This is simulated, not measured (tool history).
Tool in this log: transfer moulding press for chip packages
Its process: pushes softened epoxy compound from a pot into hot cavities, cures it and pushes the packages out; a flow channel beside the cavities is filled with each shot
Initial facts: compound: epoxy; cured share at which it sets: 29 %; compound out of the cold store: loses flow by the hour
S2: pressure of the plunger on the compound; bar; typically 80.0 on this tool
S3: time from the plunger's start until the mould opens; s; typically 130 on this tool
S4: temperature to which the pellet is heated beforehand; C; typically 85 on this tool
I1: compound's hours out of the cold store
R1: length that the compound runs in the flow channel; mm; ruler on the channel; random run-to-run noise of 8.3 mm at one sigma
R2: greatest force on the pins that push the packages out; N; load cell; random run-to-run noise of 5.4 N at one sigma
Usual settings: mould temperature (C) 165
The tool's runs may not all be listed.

run 1 hour=0.0 | mould_temperature_(C)=165 S2=80.0 S3=130 S4=85 | I1=42.8 | R1=933 R2=355
-- hour=3.7 cavities cleaned with cleaning compound and waxed
run 2 hour=21.1 | mould_temperature_(C)=165 S2=80.0 S3=130 S4=94 | I1=26.5 | R1=957 R2=242
run 3 hour=39.2 | mould_temperature_(C)=165 S2=80.0 S3=130 S4=94 | I1=21.9 | R1=970 R2=292
run 4 hour=54.5 | mould_temperature_(C)=165 S2=80.0 S3=130 S4=85 | I1=27.6 | R1=939 R2=317
run 5 hour=84.5 | mould_temperature_(C)=165 S2=80.0 S3=123 S4=85 | I1=45.4 | R1=916 R2=378
-- hour=92.5 cavities cleaned with cleaning compound and waxed
run 6 hour=103.4 | mould_temperature_(C)=163 S2=80.0 S3=130 S4=85 | I1=37.2 | R1=921 R2=225
run 7 hour=131.3 | mould_temperature_(C)=163 S2=80.0 S3=130 S4=85 | I1=29.5 | R1=922 R2=312
run 8 hour=144.8 | mould_temperature_(C)=163 S2=80.0 S3=130 S4=85 | I1=30.4 | R1=929 R2=335
run 9 hour=162.1 | mould_temperature_(C)=163 S2=80.0 S3=130 S4=85 | I1=8.1 | R1=995 R2=380
-- hour=181.2 cavities cleaned with cleaning compound and waxed
run 10 hour=190.2 | mould_temperature_(C)=163 S2=80.0 S3=130 S4=85 | I1=23.9 | R1=936 R2=231
run 11 hour=214.0 | mould_temperature_(C)=167 S2=80.0 S3=130 S4=85 | I1=29.0 | R1=912 R2=278
run 12 hour=242.9 | mould_temperature_(C)=165 S2=68.0 S3=130 S4=85 | I1=14.7 | R1=872 R2=339
-- hour=268.6 cavities cleaned with cleaning compound and waxed
run 13 hour=268.6 | mould_temperature_(C)=165 S2=68.0 S3=130 S4=85 | I1=43.7 | R1=799 R2=174
run 14 hour=293.2 | mould_temperature_(C)=165 S2=79.1 S3=130 S4=85 | I1=36.3 | R1=878 R2=252
run 15 hour=324.0 | mould_temperature_(C)=165 S2=80.0 S3=130 S4=83 | I1=44.8 | R1=853 R2=325
run 16 hour=342.6 | mould_temperature_(C)=166 S2=80.0 S3=130 S4=85 | I1=16.4 | R1=917 R2=343
-- hour=355.7 cavities cleaned with cleaning compound and waxed
run 17 hour=374.6 | mould_temperature_(C)=162 S2=61.0 S3=130 S4=85 | I1=9.0 | R1=822 R2=266
run 18 hour=389.6 | mould_temperature_(C)=168 S2=90.3 S3=117 S4=92 | I1=40.5 | R1=899 R2=289
run 19 hour=403.7 | mould_temperature_(C)=163 S2=87.0 S3=130 S4=83 | I1=17.6 | R1=948 R2=335
run 20 hour=428.5 | mould_temperature_(C)=163 S2=87.0 S3=130 S4=83 | I1=27.0 | R1=907 R2=380
-- hour=443.0 cavities cleaned with cleaning compound and waxed
-- hour=449.7 plunger's sealing rings changed
run 21 hour=453.7 | mould_temperature_(C)=163 S2=87.0 S3=130 S4=83 | I1=23.3 | R1=1035 R2=216
run 22 hour=469.3 | mould_temperature_(C)=161 S2=80.0 S3=110 S4=85 | I1=15.3 | R1=1012 R2=391
run 23 hour=487.7 | mould_temperature_(C)=165 S2=94.0 S3=130 S4=79 | I1=15.1 | R1=1078 R2=297
-- hour=491.3 mould's thermocouples calibrated
run 24 hour=516.0 | mould_temperature_(C)=165 S2=94.0 S3=130 S4=79 | I1=21.0 | R1=1064 R2=358
run 25 hour=531.1 | mould_temperature_(C)=165 S2=94.0 S3=130 S4=84 | I1=42.3 | R1=1008 R2=367
-- hour=535.2 cavities cleaned with cleaning compound and waxed
run 26 hour=560.9 | mould_temperature_(C)=165 S2=94.0 S3=130 S4=84 | I1=17.6 | R1=1058 R2=269
run 27 hour=581.9 | mould_temperature_(C)=165 S2=94.0 S3=130 S4=84 | I1=46.7 | R1=993 R2=321
run 28 hour=596.7 | mould_temperature_(C)=157 S2=92.9 S3=112 S4=85 | I1=27.5 | R1=1039 R2=760
run 29 hour=618.8 | mould_temperature_(C)=166 S2=92.9 S3=166 S4=89 | I1=47.1 | R1=965 R2=341

Below, some changes in R1 between adjacent runs. For each, the amount present without the hidden state too (settings, incoming material, random variation) and the amount remaining for the hidden state with gauge scatter not shared by both compared results:
Hidden state present: true mould temperature over the reading, C; pressure that reaches the compound, % of what is set; grip of the stained cavities, % over clean ones'; drift of the gauge itself on flow_mm, %; drift of the gauge itself on push_out_n, %.
Run 13 -> 14: S2 68.0 -> 79.1. R1 +79 mm: hidden state -12, all else +91.
Run 16 -> 17: mould temperature (C) 166 -> 162, S2 80.0 -> 61.0, cavities cleaned with cleaning compound and waxed. R1 -95 mm: hidden state +2, all else -97.
Run 20 -> 21: cavities cleaned with cleaning compound and waxed, plunger's sealing rings changed. R1 +128 mm: hidden state +104, all else +24.

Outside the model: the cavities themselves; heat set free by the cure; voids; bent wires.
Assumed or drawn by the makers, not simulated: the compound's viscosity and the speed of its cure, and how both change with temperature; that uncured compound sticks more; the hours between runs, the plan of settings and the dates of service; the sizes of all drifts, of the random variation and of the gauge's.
